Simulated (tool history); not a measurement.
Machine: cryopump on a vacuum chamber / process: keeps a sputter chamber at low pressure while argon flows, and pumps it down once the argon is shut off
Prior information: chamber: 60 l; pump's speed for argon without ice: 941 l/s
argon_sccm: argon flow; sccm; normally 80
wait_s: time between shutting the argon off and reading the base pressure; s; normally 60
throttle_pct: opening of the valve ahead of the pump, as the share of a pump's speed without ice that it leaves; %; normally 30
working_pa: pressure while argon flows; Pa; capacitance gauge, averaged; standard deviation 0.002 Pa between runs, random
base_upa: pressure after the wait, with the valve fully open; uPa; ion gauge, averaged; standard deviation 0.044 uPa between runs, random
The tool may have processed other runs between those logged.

run   hour  argon_sccm  wait_s  throttle_pct  working_pa  base_upa
  1      0          80      60            30      0.4876      5.61
  2   41.5          80      60            30      0.4863      5.65
  3   74.9          80      24            30      0.4899      9.16
  4  130.6          80      24            30      0.4929      9.36
  5  178.9          80      60            24      0.6126      5.76
  6  214.5          80      60            24      0.6092      5.78
  7  265.8          80      60            24      0.6223      6.06
  8  305.6          80      60            54      0.2848      6.02
  9  365.2          80      60            30      0.5038      6.26
     399.2  -- leaking fittings of the chamber tightened, without venting
 10  401.6          80      60            30      0.5061      2.68
 11    453          80      85            30      0.5046      2.11
 12  493.5          80      60            30      0.5061      2.91
 13  521.4          80      60            30      0.5079      2.92
 14  575.4          80     117            30      0.5107      1.87
 15  618.7          78      60            30      0.5027      3.02
 16  647.3          78      60            30      0.5014      3.02
 17  705.3          78      60            30      0.5044       3.2
 18  749.7          78      60            30      0.5123      3.14
 19  779.8          50      60            34      0.2922      3.26

The next listed run, before its measurement:
 20   807          55      60            44           ?         ?

working_pa: 0.2577 Pa
base_upa: 3.4 uPa
With the hidden condition absent and the run-to-run variation left alone, this run would have shown working_pa 0.2256 Pa, base_upa 2.67 uPa.
